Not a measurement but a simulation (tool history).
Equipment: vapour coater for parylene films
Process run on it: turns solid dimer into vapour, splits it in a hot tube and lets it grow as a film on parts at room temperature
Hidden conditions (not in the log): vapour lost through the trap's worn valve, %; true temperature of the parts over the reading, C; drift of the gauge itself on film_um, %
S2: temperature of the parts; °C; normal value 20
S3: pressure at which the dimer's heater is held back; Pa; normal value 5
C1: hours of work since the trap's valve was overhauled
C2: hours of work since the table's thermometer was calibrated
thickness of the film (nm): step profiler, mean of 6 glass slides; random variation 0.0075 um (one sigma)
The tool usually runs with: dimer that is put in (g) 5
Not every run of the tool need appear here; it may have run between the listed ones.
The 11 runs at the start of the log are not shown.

run 12 hour=644.2 | dimer_that_is_put_in_(g)=5 S2=20 S3=5 | C1=99 C2=793 | thickness_of_the_film_(nm)=1037
run 13 hour=678.7 | dimer_that_is_put_in_(g)=5 S2=26 S3=5 | C1=117 C2=812 | thickness_of_the_film_(nm)=844
run 14 hour=708.1 | dimer_that_is_put_in_(g)=3 S2=20 S3=5 | C1=133 C2=828 | thickness_of_the_film_(nm)=598
run 15 hour=754.5 | dimer_that_is_put_in_(g)=3 S2=20 S3=5 | C1=159 C2=853 | thickness_of_the_film_(nm)=600
run 16 hour=787.5 | dimer_that_is_put_in_(g)=3 S2=20 S3=5 | C1=177 C2=871 | thickness_of_the_film_(nm)=606
run 17 hour=824.6 | dimer_that_is_put_in_(g)=5 S2=19 S3=5 | C1=197 C2=891 | thickness_of_the_film_(nm)=1035
run 18 hour=871.7 | dimer_that_is_put_in_(g)=5 S2=12 S3=3.88 | C1=222 C2=917 | thickness_of_the_film_(nm)=1338
run 19 hour=921.1 | dimer_that_is_put_in_(g)=5 S2=12 S3=3.88 | C1=249 C2=944 | thickness_of_the_film_(nm)=1339
run 20 hour=951 | dimer_that_is_put_in_(g)=5 S2=12 S3=3.88 | C1=266 C2=960 | thickness_of_the_film_(nm)=1331
run 21 hour=1003.6 | dimer_that_is_put_in_(g)=6 S2=12 S3=3.44 | C1=294 C2=989 | thickness_of_the_film_(nm)=1622
run 22 hour=1068.7 | dimer_that_is_put_in_(g)=9 S2=20 S3=2.5 | C1=330 C2=1024 | thickness_of_the_film_(nm)=2006
run 23 hour=1108.9 | dimer_that_is_put_in_(g)=9 S2=20 S3=2.5 | C1=352 C2=1046 | thickness_of_the_film_(nm)=1991
run 24 hour=1147.9 | dimer_that_is_put_in_(g)=5 S2=16 S3=8.96 | C1=373 C2=1067 | thickness_of_the_film_(nm)=951
run 25 hour=1202.7 | dimer_that_is_put_in_(g)=5 S2=16 S3=8.96 | C1=403 C2=1097 | thickness_of_the_film_(nm)=928
run 26 hour=1251.3 | dimer_that_is_put_in_(g)=3 S2=20 S3=5 | C1=429 C2=1124 | thickness_of_the_film_(nm)=558
-- hour=1283.6 trap's valve overhauled
run 27 hour=1327.3 | dimer_that_is_put_in_(g)=5 S2=20 S3=7.4 | C1=24 C2=1163 | thickness_of_the_film_(nm)=957
run 28 hour=1371.3 | dimer_that_is_put_in_(g)=5 S2=13 S3=2.6 | C1=48 C2=1187 | thickness_of_the_film_(nm)=1463
run 29 hour=1402.2 | dimer_that_is_put_in_(g)=5 S2=13 S3=2.6 | C1=65 C2=1204 | thickness_of_the_film_(nm)=1449
run 30 hour=1462 | dimer_that_is_put_in_(g)=3 S2=13 S3=4 | C1=97 C2=1236 | thickness_of_the_film_(nm)=795
-- hour=1494.6 table's thermometer calibrated
run 31 hour=1502.7 | dimer_that_is_put_in_(g)=5 S2=29 S3=3.61 | C1=119 C2=4 | thickness_of_the_film_(nm)=843

Predict each of these 5 candidate next runs independently; none follows another, all start after run 31:
run A hour=1558.4 | dimer_that_is_put_in_(g)=3 S2=29 S3=3.61 | C1=149 C2=35 | thickness_of_the_film_(nm)=?
run B hour=1558.4 | dimer_that_is_put_in_(g)=5 S2=20 S3=2.97 | C1=149 C2=35 | thickness_of_the_film_(nm)=?
run C hour=1558.4 | dimer_that_is_put_in_(g)=5 S2=29 S3=10.7 | C1=149 C2=35 | thickness_of_the_film_(nm)=?
run D hour=1558.4 | dimer_that_is_put_in_(g)=8 S2=23 S3=9.82 | C1=149 C2=35 | thickness_of_the_film_(nm)=?
run E hour=1558.4 | dimer_that_is_put_in_(g)=6 S2=24 S3=10.2 | C1=149 C2=35 | thickness_of_the_film_(nm)=?

run=A thickness_of_the_film_(nm)=499
run=B thickness_of_the_film_(nm)=1158
run=C thickness_of_the_film_(nm)=678
run=D thickness_of_the_film_(nm)=1309
run=E thickness_of_the_film_(nm)=943
Without the tool's unlogged condition, the same runs would have read:
run=A thickness_of_the_film_(nm)=519
run=B thickness_of_the_film_(nm)=1206
run=C thickness_of_the_film_(nm)=705
run=D thickness_of_the_film_(nm)=1364
run=E thickness_of_the_film_(nm)=982
